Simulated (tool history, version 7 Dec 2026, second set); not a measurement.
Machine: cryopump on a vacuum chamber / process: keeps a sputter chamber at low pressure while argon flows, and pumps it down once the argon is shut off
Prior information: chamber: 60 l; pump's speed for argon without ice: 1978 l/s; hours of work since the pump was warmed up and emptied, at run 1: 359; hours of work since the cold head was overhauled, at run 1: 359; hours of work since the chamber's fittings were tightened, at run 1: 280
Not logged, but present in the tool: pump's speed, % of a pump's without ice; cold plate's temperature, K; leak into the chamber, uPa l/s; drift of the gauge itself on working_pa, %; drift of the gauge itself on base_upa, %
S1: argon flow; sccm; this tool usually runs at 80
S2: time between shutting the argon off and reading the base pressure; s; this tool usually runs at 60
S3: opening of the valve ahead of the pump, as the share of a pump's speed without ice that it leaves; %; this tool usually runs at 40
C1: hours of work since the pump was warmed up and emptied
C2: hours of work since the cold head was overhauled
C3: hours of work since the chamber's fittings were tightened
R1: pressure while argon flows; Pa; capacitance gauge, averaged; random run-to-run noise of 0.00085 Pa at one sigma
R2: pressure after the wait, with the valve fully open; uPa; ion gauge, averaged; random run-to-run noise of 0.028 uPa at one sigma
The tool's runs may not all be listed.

{"run": 1, "hour": 0.0, "S1": 80, "S2": 60, "S3": 40, "C1": 359, "C2": 359, "C3": 280, "R1": 0.1835, "R2": 1.57}
{"run": 2, "hour": 27.6, "S1": 80, "S2": 60, "S3": 40, "C1": 377, "C2": 377, "C3": 298, "R1": 0.1824, "R2": 1.58}
{"run": 3, "hour": 64.5, "S1": 80, "S2": 60, "S3": 40, "C1": 402, "C2": 402, "C3": 323, "R1": 0.1825, "R2": 1.55}
{"run": 4, "hour": 87.5, "S1": 91, "S2": 60, "S3": 40, "C1": 417, "C2": 417, "C3": 338, "R1": 0.2107, "R2": 1.62}
{"run": 5, "hour": 120.6, "S1": 91, "S2": 60, "S3": 40, "C1": 439, "C2": 439, "C3": 360, "R1": 0.2097, "R2": 1.63}
{"run": 6, "hour": 141.6, "S1": 91, "S2": 60, "S3": 40, "C1": 453, "C2": 453, "C3": 374, "R1": 0.21, "R2": 1.63}
{"run": 7, "hour": 172.6, "S1": 91, "S2": 60, "S3": 40, "C1": 474, "C2": 474, "C3": 395, "R1": 0.2109, "R2": 1.67}
{"run": 8, "hour": 191.4, "S1": 91, "S2": 60, "S3": 40, "C1": 486, "C2": 486, "C3": 407, "R1": 0.2132, "R2": 1.61}
{"run": 9, "hour": 209.8, "S1": 80, "S2": 60, "S3": 40, "C1": 498, "C2": 498, "C3": 420, "R1": 0.1854, "R2": 1.67}
{"run": 10, "hour": 226.2, "S1": 34, "S2": 60, "S3": 40, "C1": 509, "C2": 509, "C3": 430, "R1": 0.0796, "R2": 1.65}
{"run": 11, "hour": 264.5, "S1": 34, "S2": 60, "S3": 40, "C1": 535, "C2": 535, "C3": 456, "R1": 0.0806, "R2": 1.69}
{"run": 12, "hour": 282.7, "S1": 80, "S2": 60, "S3": 40, "C1": 547, "C2": 547, "C3": 468, "R1": 0.188, "R2": 1.73}
{"run": 13, "hour": 320.0, "S1": 80, "S2": 60, "S3": 40, "C1": 572, "C2": 572, "C3": 493, "R1": 0.1897, "R2": 1.72}
{"run": 14, "hour": 355.1, "S1": 80, "S2": 60, "S3": 50, "C1": 595, "C2": 595, "C3": 516, "R1": 0.1559, "R2": 1.75}
{"run": 15, "hour": 392.5, "S1": 80, "S2": 60, "S3": 50, "C1": 620, "C2": 620, "C3": 541, "R1": 0.1567, "R2": 1.83}
{"run": 16, "hour": 412.0, "S1": 80, "S2": 60, "S3": 50, "C1": 633, "C2": 633, "C3": 554, "R1": 0.1576, "R2": 1.76}
{"run": 17, "hour": 438.9, "S1": 80, "S2": 60, "S3": 50, "C1": 651, "C2": 651, "C3": 572, "R1": 0.1582, "R2": 1.81}
{"hour": 455.8, "done": "pump warmed up, emptied and cooled again"}
{"run": 18, "hour": 481.4, "S1": 69, "S2": 60, "S3": 32, "C1": 17, "C2": 676, "C3": 597, "R1": 0.1861, "R2": 1.67}
{"run": 19, "hour": 497.8, "S1": 112, "S2": 60, "S3": 32, "C1": 28, "C2": 687, "C3": 608, "R1": 0.3006, "R2": 1.66}
{"run": 20, "hour": 528.3, "S1": 112, "S2": 60, "S3": 32, "C1": 48, "C2": 707, "C3": 628, "R1": 0.2998, "R2": 1.73}
{"run": 21, "hour": 549.2, "S1": 33, "S2": 183, "S3": 32, "C1": 62, "C2": 721, "C3": 642, "R1": 0.0899, "R2": 0.97}
{"run": 22, "hour": 567.1, "S1": 57, "S2": 146, "S3": 40, "C1": 74, "C2": 733, "C3": 654, "R1": 0.1232, "R2": 1.09}
{"run": 23, "hour": 599.2, "S1": 105, "S2": 175, "S3": 22, "C1": 95, "C2": 754, "C3": 675, "R1": 0.4096, "R2": 1.0}
{"run": 24, "hour": 621.7, "S1": 105, "S2": 175, "S3": 22, "C1": 110, "C2": 769, "C3": 690, "R1": 0.4111, "R2": 1.01}
{"run": 25, "hour": 657.1, "S1": 105, "S2": 175, "S3": 22, "C1": 134, "C2": 793, "C3": 714, "R1": 0.413, "R2": 1.06}
{"run": 26, "hour": 693.6, "S1": 70, "S2": 291, "S3": 34, "C1": 158, "C2": 817, "C3": 738, "R1": 0.1785, "R2": 0.87}
{"run": 27, "hour": 728.7, "S1": 56, "S2": 291, "S3": 25, "C1": 182, "C2": 840, "C3": 762, "R1": 0.1951, "R2": 0.94}
{"run": 28, "hour": 764.6, "S1": 33, "S2": 41, "S3": 46, "C1": 206, "C2": 864, "C3": 786, "R1": 0.063, "R2": 2.39}
{"run": 29, "hour": 790.1, "S1": 68, "S2": 28, "S3": 40, "C1": 223, "C2": 881, "C3": 803, "R1": 0.151, "R2": 3.21}
{"run": 30, "hour": 810.3, "S1": 68, "S2": 28, "S3": 40, "C1": 236, "C2": 895, "C3": 816, "R1": 0.1511, "R2": 3.18}
{"run": 31, "hour": 839.7, "S1": 44, "S2": 66, "S3": 55, "C1": 256, "C2": 914, "C3": 836, "R1": 0.072, "R2": 1.81}
{"run": 32, "hour": 860.9, "S1": 44, "S2": 66, "S3": 42, "C1": 270, "C2": 928, "C3": 850, "R1": 0.094, "R2": 1.82}
{"run": 33, "hour": 891.3, "S1": 44, "S2": 66, "S3": 42, "C1": 290, "C2": 949, "C3": 870, "R1": 0.0944, "R2": 1.87}
{"run": 34, "hour": 915.4, "S1": 136, "S2": 88, "S3": 44, "C1": 306, "C2": 965, "C3": 886, "R1": 0.2787, "R2": 1.61}

For each run, the measured value with the value that run would have given without the tool's hidden condition subtracted. The run-to-run variation is shared by both, the gauge scatter possibly not:
run=1 R1=+0.0111 R2=+0.24
run=2 R1=+0.0115 R2=+0.26
run=3 R1=+0.0123 R2=+0.27
run=4 R1=+0.0147 R2=+0.29
run=5 R1=+0.0154 R2=+0.30
run=6 R1=+0.0160 R2=+0.32
run=7 R1=+0.0168 R2=+0.35
run=8 R1=+0.0174 R2=+0.35
run=9 R1=+0.0155 R2=+0.36
run=10 R1=+0.0068 R2=+0.36
run=11 R1=+0.0072 R2=+0.39
run=12 R1=+0.0174 R2=+0.42
run=13 R1=+0.0183 R2=+0.42
run=14 R1=+0.0191 R2=+0.46
run=15 R1=+0.0200 R2=+0.49
run=16 R1=+0.0205 R2=+0.49
run=17 R1=+0.0214 R2=+0.51
run=18 R1=+0.0009 R2=+0.37
run=19 R1=+0.0017 R2=+0.38
run=20 R1=+0.0025 R2=+0.40
run=21 R1=+0.0009 R2=+0.42
run=22 R1=+0.0018 R2=+0.43
run=23 R1=+0.0039 R2=+0.45
run=24 R1=+0.0045 R2=+0.45
run=25 R1=+0.0053 R2=+0.48
run=26 R1=+0.0040 R2=+0.50
run=27 R1=+0.0037 R2=+0.52
run=28 R1=+0.0024 R2=+0.54
run=29 R1=+0.0055 R2=+0.56
run=30 R1=+0.0057 R2=+0.56
run=31 R1=+0.0040 R2=+0.58
run=32 R1=+0.0043 R2=+0.60
run=33 R1=+0.0046 R2=+0.62
run=34 R1=+0.0150 R2=+0.63
